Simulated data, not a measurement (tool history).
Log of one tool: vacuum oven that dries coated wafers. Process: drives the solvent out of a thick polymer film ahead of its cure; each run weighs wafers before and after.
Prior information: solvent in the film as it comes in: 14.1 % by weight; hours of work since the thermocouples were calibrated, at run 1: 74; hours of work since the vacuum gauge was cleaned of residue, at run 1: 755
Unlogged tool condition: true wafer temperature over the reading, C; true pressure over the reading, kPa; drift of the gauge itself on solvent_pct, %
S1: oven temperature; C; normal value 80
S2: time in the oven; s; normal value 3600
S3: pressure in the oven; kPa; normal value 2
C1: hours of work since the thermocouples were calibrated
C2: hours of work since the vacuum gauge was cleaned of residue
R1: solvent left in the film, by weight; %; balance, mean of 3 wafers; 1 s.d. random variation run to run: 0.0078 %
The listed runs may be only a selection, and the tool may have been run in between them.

| run | hour | S1 | S2 | S3 | C1 | C2 | R1 |
|---|---|---|---|---|---|---|---|
| 1 | 0 | 80 | 3600 | 2 | 74 | 755 | 1.127 |
| 2 | 30.1 | 80 | 3600 | 2 | 97 | 778 | 1.114 |
| 3 | 49.9 | 80 | 3600 | 2 | 112 | 793 | 1.123 |
| 4 | 85.3 | 80 | 3600 | 1.77 | 138 | 819 | 1.079 |
| 5 | 117.9 | 80 | 3600 | 2 | 163 | 844 | 1.123 |
| 6 | 138.8 | 86 | 3600 | 2 | 178 | 859 | 0.491 |
| 7 | 160 | 86 | 3600 | 2 | 194 | 875 | 0.498 |
| 8 | 194.8 | 86 | 3600 | 2 | 220 | 901 | 0.474 |
| 9 | 220 | 86 | 3600 | 2 | 239 | 920 | 0.493 |
| 10 | 240.2 | 86 | 3600 | 2 | 254 | 935 | 0.497 |
| 11 | 280 | 80 | 3600 | 2 | 284 | 965 | 1.115 |
| 12 | 302.5 | 80 | 3600 | 2 | 301 | 982 | 1.112 |
| 13 | 331.7 | 80 | 3600 | 2 | 323 | 1004 | 1.121 |
| 14 | 370 | 80 | 3600 | 2 | 351 | 1032 | 1.123 |
| 15 | 393.8 | 80 | 3600 | 2 | 369 | 1050 | 1.122 |
| 16 | 415 | 80 | 3600 | 1.27 | 385 | 1066 | 0.957 |
| 17 | 453.2 | 75 | 3600 | 2 | 414 | 1094 | 2.204 |
| 18 | 484.9 | 77 | 3600 | 2 | 437 | 1118 | 1.725 |
| 19 | 528.6 | 77 | 3600 | 2 | 470 | 1151 | 1.693 |
| 20 | 551 | 77 | 3600 | 1.99 | 487 | 1168 | 1.696 |
| 21 | 596.2 | 89 | 3600 | 2 | 521 | 1201 | 0.366 |
| 22 | 635.3 | 89 | 3600 | 2 | 550 | 1231 | 0.352 |
| 23 | 669.1 | 89 | 3600 | 2 | 575 | 1256 | 0.372 |
| 24 | 693.9 | 89 | 3600 | 2 | 594 | 1275 | 0.364 |
| 25 | 737.2 | 80 | 3600 | 1.62 | 626 | 1307 | 1.032 |
| 26 | 773.3 | 80 | 4260 | 1.71 | 653 | 1334 | 0.795 |
| 27 | 817.6 | 91 | 4260 | 1.77 | 686 | 1367 | 0.27 |
| 28 | 853.1 | 91 | 4260 | 1.77 | 713 | 1394 | 0.27 |
| 29 | 874.2 | 91 | 4260 | 1.77 | 729 | 1409 | 0.285 |
|  | 880.1 | oven's thermocouples calibrated |
| 30 | 905.5 | 91 | 4260 | 1.77 | 19 | 1431 | 0.279 |
| 31 | 932.3 | 91 | 4260 | 1.77 | 39 | 1451 | 0.274 |
| 32 | 952.9 | 77 | 3600 | 2 | 54 | 1467 | 1.714 |
| 33 | 984.5 | 77 | 3600 | 2 | 78 | 1491 | 1.709 |
| 34 | 1005.9 | 77 | 3600 | 2 | 94 | 1507 | 1.719 |
| 35 | 1040.4 | 82 | 2100 | 1.09 | 120 | 1532 | 1.896 |
| 36 | 1071.5 | 82 | 2100 | 1.09 | 143 | 1556 | 1.881 |
|  | 1108.6 | vacuum gauge cleaned of residue and calibrated |
| 37 | 1116 | 82 | 2100 | 1.09 | 175 | 6 | 1.883 |
| 38 | 1137 | 86 | 2460 | 3.72 | 191 | 21 | 1.19 |
| 39 | 1179.2 | 92 | 4500 | 2.6 | 223 | 53 | 0.381 |
| 40 | 1209.5 | 92 | 4500 | 2.6 | 245 | 76 | 0.376 |
| 41 | 1229.5 | 75 | 4320 | 7.76 | 260 | 90 | 3.175 |
| 42 | 1251.3 | 75 | 4320 | 7.76 | 277 | 107 | 3.181 |
| 43 | 1280.9 | 68 | 4320 | 4.81 | 299 | 129 | 4.542 |
| 44 | 1308.6 | 90 | 1980 | 2 | 320 | 150 | 0.728 |
| 45 | 1347.2 | 90 | 2520 | 2.93 | 348 | 179 | 0.625 |
| 46 | 1371.6 | 68 | 4380 | 1.21 | 367 | 197 | 3.454 |
| 47 | 1414.4 | 79 | 4320 | 4.47 | 399 | 229 | 1.542 |

What would each run have given without the hidden state, its run-to-run variation left as it was?
| run | R1 |
|---|---|
| 1 | 1.131 |
| 2 | 1.117 |
| 3 | 1.126 |
| 4 | 1.082 |
| 5 | 1.127 |
| 6 | 0.492 |
| 7 | 0.498 |
| 8 | 0.475 |
| 9 | 0.494 |
| 10 | 0.498 |
| 11 | 1.119 |
| 12 | 1.116 |
| 13 | 1.126 |
| 14 | 1.127 |
| 15 | 1.127 |
| 16 | 0.961 |
| 17 | 2.212 |
| 18 | 1.732 |
| 19 | 1.7 |
| 20 | 1.703 |
| 21 | 0.366 |
| 22 | 0.352 |
| 23 | 0.372 |
| 24 | 0.364 |
| 25 | 1.037 |
| 26 | 0.798 |
| 27 | 0.27 |
| 28 | 0.269 |
| 29 | 0.284 |
| 30 | 0.278 |
| 31 | 0.274 |
| 32 | 1.717 |
| 33 | 1.712 |
| 34 | 1.722 |
| 35 | 1.9 |
| 36 | 1.885 |
| 37 | 1.889 |
| 38 | 1.193 |
| 39 | 0.382 |
| 40 | 0.376 |
| 41 | 3.182 |
| 42 | 3.187 |
| 43 | 4.551 |
| 44 | 0.731 |
| 45 | 0.627 |
| 46 | 3.463 |
| 47 | 1.546 |
